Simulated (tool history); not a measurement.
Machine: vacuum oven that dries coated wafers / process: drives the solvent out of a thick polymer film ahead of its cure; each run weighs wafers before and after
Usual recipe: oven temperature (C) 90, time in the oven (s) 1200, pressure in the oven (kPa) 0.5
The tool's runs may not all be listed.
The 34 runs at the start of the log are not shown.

run    hour  oven temperature (C)  time in the oven (s)  pressure in the oven (kPa)  solvent left in the film (%)
 35     986                    83                  1080                         0.5                          8.05
 36  1024.8                    99                   900                        0.35                          3.28
 37  1060.8                    99                   900                        0.35                          3.27
 38  1095.2                    98                   960                         0.5                          3.23
 39  1117.8                    97                   960                       0.889                          3.72
 40    1138                    84                  2040                       1.518                          3.65
     1171.3  -- oven's thermocouples calibrated
 41  1176.1                    84                  2040                       1.518                           4.4
 42  1200.5                    78                   660                       1.518                         14.09
 43  1237.5                    99                  1200                         0.5                          2.23
 44  1272.9                    99                  1200                         0.5                          2.25
 45  1289.7                    99                  1200                         0.5                          2.24
 46  1309.2                    90                  1200                       0.351                           5.1
 47  1331.6                    91                  1140                       0.351                          5.11
 48  1369.4                    90                  1080                         0.5                          5.73

Here are 3 independent what-if runs from the current tool condition. What would each one return?
  A  1405.6                    90                  1440                         0.5                             ?
  B  1405.6                    94                  1680                       0.764                             ?
  C  1405.6                    90                   600                         0.5                             ?

run  solvent left in the film (%)
  A                          4.02
  B                          1.99
  C                         10.05
Stripped of hidden state, with their random variation kept, the same runs would have yielded:
run  solvent left in the film (%)
  A                           3.8
  B                          1.82
  C                          9.85

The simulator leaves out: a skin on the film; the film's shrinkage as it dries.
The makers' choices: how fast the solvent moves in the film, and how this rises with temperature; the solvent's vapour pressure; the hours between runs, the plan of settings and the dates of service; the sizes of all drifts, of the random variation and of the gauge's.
